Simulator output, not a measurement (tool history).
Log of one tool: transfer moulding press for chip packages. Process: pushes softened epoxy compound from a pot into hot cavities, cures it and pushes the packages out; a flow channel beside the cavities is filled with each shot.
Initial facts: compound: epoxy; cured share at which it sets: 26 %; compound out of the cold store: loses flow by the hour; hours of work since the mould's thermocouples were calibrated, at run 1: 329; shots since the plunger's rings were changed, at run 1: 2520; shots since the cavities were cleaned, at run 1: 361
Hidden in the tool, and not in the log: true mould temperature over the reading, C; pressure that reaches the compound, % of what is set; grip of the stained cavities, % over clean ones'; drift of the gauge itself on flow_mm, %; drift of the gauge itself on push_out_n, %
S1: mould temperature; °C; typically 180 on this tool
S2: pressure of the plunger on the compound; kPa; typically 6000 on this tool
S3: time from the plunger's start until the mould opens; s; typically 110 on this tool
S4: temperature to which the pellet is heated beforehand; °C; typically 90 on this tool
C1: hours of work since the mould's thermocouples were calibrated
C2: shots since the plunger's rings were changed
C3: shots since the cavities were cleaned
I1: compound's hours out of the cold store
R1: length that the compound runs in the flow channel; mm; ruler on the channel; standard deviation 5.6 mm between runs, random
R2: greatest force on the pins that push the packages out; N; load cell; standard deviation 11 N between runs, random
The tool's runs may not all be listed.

{"run": 1, "hour": 0.0, "S1": 180, "S2": 6000, "S3": 110, "S4": 90, "C1": 329, "C2": 2520, "C3": 361, "I1": 25.2, "R1": 636, "R2": 488}
{"hour": 19.4, "done": "cavities cleaned with cleaning compound and waxed"}
{"run": 2, "hour": 47.7, "S1": 180, "S2": 5620, "S3": 110, "S4": 90, "C1": 352, "C2": 2876, "C3": 218, "I1": 19.5, "R1": 618, "R2": 532}
{"hour": 84.9, "done": "cavities cleaned with cleaning compound and waxed"}
{"run": 3, "hour": 90.9, "S1": 176, "S2": 6000, "S3": 110, "S4": 90, "C1": 373, "C2": 3198, "C3": 46, "I1": 19.8, "R1": 649, "R2": 633}
{"run": 4, "hour": 133.2, "S1": 180, "S2": 4640, "S3": 110, "S4": 90, "C1": 395, "C2": 3524, "C3": 372, "I1": 26.2, "R1": 538, "R2": 485}
{"hour": 150.2, "done": "cavities cleaned with cleaning compound and waxed"}
{"hour": 197.5, "done": "plunger's sealing rings changed"}
{"run": 5, "hour": 199.4, "S1": 175, "S2": 6000, "S3": 110, "S4": 90, "C1": 426, "C2": 15, "C3": 361, "I1": 29.7, "R1": 620, "R2": 672}
{"hour": 218.5, "done": "cavities cleaned with cleaning compound and waxed"}
{"run": 6, "hour": 255.3, "S1": 175, "S2": 6000, "S3": 110, "S4": 82, "C1": 454, "C2": 435, "C3": 284, "I1": 16.3, "R1": 663, "R2": 715}
{"hour": 282.8, "done": "cavities cleaned with cleaning compound and waxed"}
{"run": 7, "hour": 323.6, "S1": 175, "S2": 6000, "S3": 110, "S4": 82, "C1": 487, "C2": 949, "C3": 314, "I1": 15.0, "R1": 668, "R2": 700}
{"hour": 348.8, "done": "cavities cleaned with cleaning compound and waxed"}
{"run": 8, "hour": 388.3, "S1": 180, "S2": 5900, "S3": 110, "S4": 90, "C1": 519, "C2": 1437, "C3": 304, "I1": 33.0, "R1": 604, "R2": 492}
{"hour": 414.7, "done": "cavities cleaned with cleaning compound and waxed"}
{"run": 9, "hour": 445.0, "S1": 180, "S2": 5900, "S3": 110, "S4": 90, "C1": 547, "C2": 1863, "C3": 234, "I1": 31.1, "R1": 600, "R2": 492}
{"hour": 481.4, "done": "cavities cleaned with cleaning compound and waxed"}
{"run": 10, "hour": 481.4, "S1": 180, "S2": 6000, "S3": 131, "S4": 90, "C1": 564, "C2": 2132, "C3": 0, "I1": 29.8, "R1": 607, "R2": 424}
{"run": 11, "hour": 541.4, "S1": 180, "S2": 6000, "S3": 131, "S4": 90, "C1": 595, "C2": 2595, "C3": 463, "I1": 30.6, "R1": 603, "R2": 465}
{"hour": 547.6, "done": "cavities cleaned with cleaning compound and waxed"}
{"run": 12, "hour": 580.1, "S1": 180, "S2": 6000, "S3": 110, "S4": 90, "C1": 613, "C2": 2882, "C3": 251, "I1": 45.1, "R1": 572, "R2": 480}
{"hour": 617.5, "done": "cavities cleaned with cleaning compound and waxed"}
{"run": 13, "hour": 629.7, "S1": 180, "S2": 6000, "S3": 110, "S4": 93, "C1": 638, "C2": 3253, "C3": 94, "I1": 10.5, "R1": 657, "R2": 516}
{"hour": 682.4, "done": "cavities cleaned with cleaning compound and waxed"}
{"run": 14, "hour": 693.9, "S1": 187, "S2": 6010, "S3": 116, "S4": 90, "C1": 669, "C2": 3737, "C3": 89, "I1": 12.6, "R1": 646, "R2": 423}
{"hour": 729.8, "done": "plunger's sealing rings changed"}
{"hour": 750.6, "done": "cavities cleaned with cleaning compound and waxed"}
{"run": 15, "hour": 767.8, "S1": 180, "S2": 6000, "S3": 110, "S4": 92, "C1": 704, "C2": 282, "C3": 133, "I1": 12.6, "R1": 658, "R2": 513}
{"hour": 819.9, "done": "cavities cleaned with cleaning compound and waxed"}
{"run": 16, "hour": 836.2, "S1": 182, "S2": 6780, "S3": 110, "S4": 82, "C1": 738, "C2": 798, "C3": 126, "I1": 30.2, "R1": 639, "R2": 457}
{"hour": 883.7, "done": "cavities cleaned with cleaning compound and waxed"}
{"run": 17, "hour": 883.7, "S1": 185, "S2": 6000, "S3": 149, "S4": 83, "C1": 761, "C2": 1152, "C3": 0, "I1": 40.1, "R1": 569, "R2": 417}
{"hour": 947.6, "done": "cavities cleaned with cleaning compound and waxed"}
{"run": 18, "hour": 953.4, "S1": 185, "S2": 6000, "S3": 149, "S4": 83, "C1": 796, "C2": 1679, "C3": 45, "I1": 31.4, "R1": 597, "R2": 425}
{"run": 19, "hour": 994.0, "S1": 185, "S2": 6000, "S3": 149, "S4": 83, "C1": 816, "C2": 1991, "C3": 357, "I1": 17.0, "R1": 625, "R2": 424}
{"hour": 1015.8, "done": "cavities cleaned with cleaning compound and waxed"}
{"run": 20, "hour": 1055.4, "S1": 185, "S2": 4540, "S3": 149, "S4": 83, "C1": 846, "C2": 2454, "C3": 306, "I1": 15.2, "R1": 559, "R2": 417}
{"hour": 1079.8, "done": "cavities cleaned with cleaning compound and waxed"}
{"run": 21, "hour": 1117.7, "S1": 185, "S2": 4540, "S3": 149, "S4": 83, "C1": 877, "C2": 2923, "C3": 293, "I1": 8.0, "R1": 568, "R2": 431}
{"hour": 1143.6, "done": "cavities cleaned with cleaning compound and waxed"}
{"hour": 1154.4, "done": "mould's thermocouples calibrated"}
{"run": 22, "hour": 1169.1, "S1": 185, "S2": 4540, "S3": 149, "S4": 83, "C1": 7, "C2": 3292, "C3": 181, "I1": 25.6, "R1": 523, "R2": 417}
{"hour": 1214.3, "done": "cavities cleaned with cleaning compound and waxed"}
{"run": 23, "hour": 1239.6, "S1": 184, "S2": 5680, "S3": 149, "S4": 80, "C1": 42, "C2": 3824, "C3": 195, "I1": 34.3, "R1": 569, "R2": 426}
{"hour": 1266.6, "done": "plunger's sealing rings changed"}
{"hour": 1280.7, "done": "cavities cleaned with cleaning compound and waxed"}
{"run": 24, "hour": 1292.7, "S1": 182, "S2": 7120, "S3": 149, "S4": 88, "C1": 67, "C2": 190, "C3": 92, "I1": 16.1, "R1": 707, "R2": 406}

What if the next run were any one of these 4? Each begins from the tool's condition after run 24:
{"run": "A", "hour": 1342.9, "S1": 177, "S2": 6430, "S3": 110, "S4": 83, "C1": 92, "C2": 577, "C3": 479, "I1": 26.5, "R1": "?", "R2": "?"}
{"run": "B", "hour": 1342.9, "S1": 180, "S2": 6000, "S3": 129, "S4": 90, "C1": 92, "C2": 577, "C3": 479, "I1": 28.4, "R1": "?", "R2": "?"}
{"run": "C", "hour": 1342.9, "S1": 182, "S2": 6770, "S3": 99, "S4": 97, "C1": 92, "C2": 577, "C3": 479, "I1": 33.3, "R1": "?", "R2": "?"}
{"run": "D", "hour": 1342.9, "S1": 181, "S2": 5700, "S3": 110, "S4": 95, "C1": 92, "C2": 577, "C3": 479, "I1": 41.9, "R1": "?", "R2": "?"}

run=A R1=647 R2=569
run=B R1=614 R2=453
run=C R1=632 R2=511
run=D R1=567 R2=479
Without the tool's hidden state the same runs would have given:
run=A R1=648 R2=558
run=B R1=614 R2=445
run=C R1=632 R2=501
run=D R1=567 R2=470

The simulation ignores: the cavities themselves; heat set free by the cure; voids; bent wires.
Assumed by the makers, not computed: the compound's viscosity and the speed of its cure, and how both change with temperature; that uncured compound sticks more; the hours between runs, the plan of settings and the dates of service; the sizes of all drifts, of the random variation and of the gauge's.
